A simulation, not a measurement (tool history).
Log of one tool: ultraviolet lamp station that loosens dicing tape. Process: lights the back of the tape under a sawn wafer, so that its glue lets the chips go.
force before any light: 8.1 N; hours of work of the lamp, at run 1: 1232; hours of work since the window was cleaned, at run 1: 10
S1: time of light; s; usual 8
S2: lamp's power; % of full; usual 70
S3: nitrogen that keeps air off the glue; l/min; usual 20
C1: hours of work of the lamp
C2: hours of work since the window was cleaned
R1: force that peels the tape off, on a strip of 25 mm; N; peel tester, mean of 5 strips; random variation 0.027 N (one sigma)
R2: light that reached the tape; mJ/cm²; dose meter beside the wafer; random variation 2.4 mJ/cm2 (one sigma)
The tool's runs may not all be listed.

run,hour,S1,S2,S3,C1,C2,R1,R2
1,0,8,70,20,1232,10,1.981,206
2,62.4,8,70,18,1264,43,2.124,210
3,117.4,8,70,18,1293,71,2.169,205
4,183.9,8,76,20,1328,106,1.844,214
5,256.7,8,70,20,1366,144,2.219,198
6,328.7,8,70,20,1403,182,2.255,195
7,381.9,8,86,20,1431,209,1.692,239
8,420,6,70,20,1451,229,3.043,142
9,496.1,6,70,20,1490,269,3.112,143
10,545.3,6,70,20,1516,295,3.204,135
11,613.5,6,70,20,1552,330,3.439,137
12,690.3,6,70,20,1592,370,3.341,133
13,746.1,6,70,20,1621,399,3.324,131
14,809.3,6,70,20,1654,432,3.406,131
15,841.1,8,70,8,1670,449,3.423,171
16,895.2,8,70,8,1698,477,3.293,173
17,927,10,70,20,1715,493,1.958,208
# hour 981.3: window cleaned of glue's vapour
18,981.3,10,70,20,1743,0,1.796,227
19,1048.9,15,70,20,1778,35,0.994,336
20,1102.9,15,70,20,1807,63,0.991,330
21,1179.1,8,70,20,1846,103,2.514,169
22,1249.5,8,70,7,1883,140,3.544,171

The next listed run, before its measurement:
23,1284.8,12,81,20,1901,158,?,?

R1: 1.27 N
R2: 291 mJ/cm²
Without the tool's hidden state the same run would have given R1 0.487 N, R2 489 mJ/cm².
